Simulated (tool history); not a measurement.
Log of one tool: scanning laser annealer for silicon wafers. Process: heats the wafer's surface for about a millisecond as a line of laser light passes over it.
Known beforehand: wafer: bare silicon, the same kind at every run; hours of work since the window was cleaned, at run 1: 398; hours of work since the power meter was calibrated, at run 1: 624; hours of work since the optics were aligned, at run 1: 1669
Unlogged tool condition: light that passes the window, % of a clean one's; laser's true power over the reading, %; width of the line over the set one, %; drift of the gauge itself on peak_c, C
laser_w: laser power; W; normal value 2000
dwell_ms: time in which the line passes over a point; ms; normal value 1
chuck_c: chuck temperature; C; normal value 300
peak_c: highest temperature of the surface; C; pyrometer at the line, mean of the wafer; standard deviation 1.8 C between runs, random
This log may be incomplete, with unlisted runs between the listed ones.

run,hour,laser_w,dwell_ms,chuck_c,hours of work since the window was cleaned,hours of work since the power meter was calibrated,hours of work since the optics were aligned,peak_c
1,0,2000,1,300,398,624,1669,974
2,57.2,2000,1,300,432,657,1702,974
3,102.2,1926,1,300,458,683,1728,943
# hour 112.1: optics aligned, line set to its width
4,146.8,1926,1,300,481,706,20,953
5,204.4,1926,1,288,514,739,54,937
6,275.4,1926,1,288,556,781,95,934
7,319.2,1926,1,288,581,806,120,936
8,354.8,1926,1,288,602,827,141,935
9,407.3,1926,1,288,632,857,172,936
10,478.4,2000,1,300,674,899,213,970
11,543.1,2000,1,300,711,936,251,969
# hour 549.2: laser's power meter calibrated
12,600.9,2000,1,300,743,30,283,963
13,632.5,2000,1,300,761,48,301,961
# hour 678.1: window over the wafer cleaned
14,692.3,2000,1,300,8,82,335,997
15,725.2,2000,1,300,27,101,354,994
# hour 760.9: laser's power meter calibrated, once more
16,763.2,2000,1,300,48,1,374,1005
17,795.4,2028,1.24,302,66,20,393,1115
18,831.9,2028,1.24,302,88,41,414,1112
19,874.8,2028,1.05,294,113,66,439,1025
20,923,2028,0.75,286,141,94,467,890
21,994.7,2028,0.75,286,182,136,509,885
22,1067.8,2028,0.75,286,225,178,551,887
23,1107.1,2028,1.11,286,248,201,574,1032
24,1179.4,2144,1.11,286,290,243,616,1084
25,1253.9,2070,1.16,319,333,287,659,1096
26,1302.2,2070,1.16,319,361,315,688,1099
27,1367.5,2070,0.81,262,399,353,726,894
28,1414.6,2070,0.81,262,427,380,753,893
29,1471.6,1722,0.76,286,460,413,786,776
30,1522.5,1706,1,324,489,443,816,889
31,1567.3,1853,1,305,515,469,842,929

Estimate the outcome of run 32 from the log above:
32,1640.7,1761,1,339,558,512,884,?

peak_c: 923 C
On a tool with no hidden condition, and with the same random variation, this run would have come out at peak_c 953 C.

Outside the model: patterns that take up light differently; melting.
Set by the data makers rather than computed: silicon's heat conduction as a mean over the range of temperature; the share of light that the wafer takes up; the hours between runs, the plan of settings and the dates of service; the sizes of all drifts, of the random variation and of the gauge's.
